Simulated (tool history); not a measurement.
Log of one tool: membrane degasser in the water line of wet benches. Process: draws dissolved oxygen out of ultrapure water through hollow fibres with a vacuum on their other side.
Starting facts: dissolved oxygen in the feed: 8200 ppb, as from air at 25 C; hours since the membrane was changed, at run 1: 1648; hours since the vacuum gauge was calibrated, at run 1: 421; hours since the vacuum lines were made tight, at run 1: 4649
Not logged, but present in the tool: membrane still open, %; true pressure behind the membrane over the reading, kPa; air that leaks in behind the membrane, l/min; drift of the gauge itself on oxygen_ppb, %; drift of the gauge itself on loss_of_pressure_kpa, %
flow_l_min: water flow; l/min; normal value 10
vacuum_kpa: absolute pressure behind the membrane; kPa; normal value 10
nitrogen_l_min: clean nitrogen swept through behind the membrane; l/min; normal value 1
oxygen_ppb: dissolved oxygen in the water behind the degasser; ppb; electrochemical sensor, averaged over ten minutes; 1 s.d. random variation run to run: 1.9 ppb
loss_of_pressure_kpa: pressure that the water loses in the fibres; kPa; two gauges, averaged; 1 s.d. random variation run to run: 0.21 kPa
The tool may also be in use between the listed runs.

run,hour,flow_l_min,vacuum_kpa,nitrogen_l_min,hours since the membrane was changed,hours since the vacuum gauge was calibrated,hours since the vacuum lines were made tight,oxygen_ppb,loss_of_pressure_kpa
1,0,10,10,1,1648,421,4649,186.8,47.91
2,59.2,10,10,1,1707,480,4708,181.6,48.18
3,125,10,10,1,1773,546,4774,183.9,48.17
4,226.4,10,10,1,1874,647,4875,184.5,48.26
5,320.3,10,10,1,1968,741,4969,186.8,48.59
6,423.2,7,10,1,2071,844,5072,121.3,34.48
7,521.4,7,10,1,2169,942,5170,119.5,34.24
8,572.1,7,10,1,2220,993,5221,119.5,34.29
9,623.6,7,10,1,2272,1045,5272,120.1,33.97
10,679.7,7,10,1,2328,1101,5328,119.2,34.37
# hour 754: seals of the vacuum lines changed
11,781.5,7,10,1,2427,1200,28,119,34.54
12,846.8,7,10,1,2493,1266,93,117.9,34.41
13,890.2,7,10,1,2536,1309,136,120.5,34.98
# hour 903.2: gauge calibrated
14,937.8,10,9.4,1,2584,1357,184,170.5,47.68
15,994.4,10,9.4,1,2640,1413,240,170.3,48.13
16,1094.1,10,9.4,1,2740,1513,340,171.3,48.13
17,1167.9,10,16.1,0.92,2814,1587,414,339.8,48.11
18,1215.4,10,18.4,1,2861,1634,461,369.7,48.2
19,1294.9,10,11.4,2,2941,1714,541,127.3,48.44
20,1363.9,10,11.4,2,3010,1783,610,128.6,48.44
21,1416,10,11.4,2,3062,1835,662,125,49.07
22,1466.7,10,11.4,2,3113,1886,713,126.5,49.01
23,1524.1,10,17.3,1,3170,1943,770,348.6,48.96
24,1583.1,10,10,0.88,3229,2002,829,205.3,49.22
25,1683.4,10,10,0.88,3329,2102,929,203.2,49.25
26,1770.2,11,10,1,3416,2189,1016,213.4,54.38
27,1839.8,10,15.4,2.96,3486,2259,1086,126.6,49.5
28,1890.2,8,9,2.83,3536,2309,1136,51.5,39.55
29,1989.4,8,9,2.83,3635,2408,1235,51.1,39.78
# hour 2065.9: gauge calibrated
30,2078.1,8,7.7,2.48,3724,2497,1324,47.5,38.52
31,2160.3,7,10,1.11,3806,2579,1406,107.3,33.8

Each row is a separate what-if for the run after 31, all from the same tool condition, not one after another. Results?
A,2235.6,6,10,1,3882,2655,1482,?,?
B,2235.6,10,10,0.47,3882,2655,1482,?,?
C,2235.6,10,6.4,1.02,3882,2655,1482,?,?
D,2235.6,10,19,1,3882,2655,1482,?,?
E,2235.6,7,15.5,0.4,3882,2655,1482,?,?

run,oxygen_ppb,loss_of_pressure_kpa
A,99.8,28.93
B,334.9,48.25
C,100.2,47.94
D,385,48.43
E,468,33.58
What these runs would have given with no unlogged condition in the tool:
run,oxygen_ppb,loss_of_pressure_kpa
A,99.7,28.75
B,334.8,47.95
C,100.1,47.65
D,384.8,48.13
E,467.8,33.38
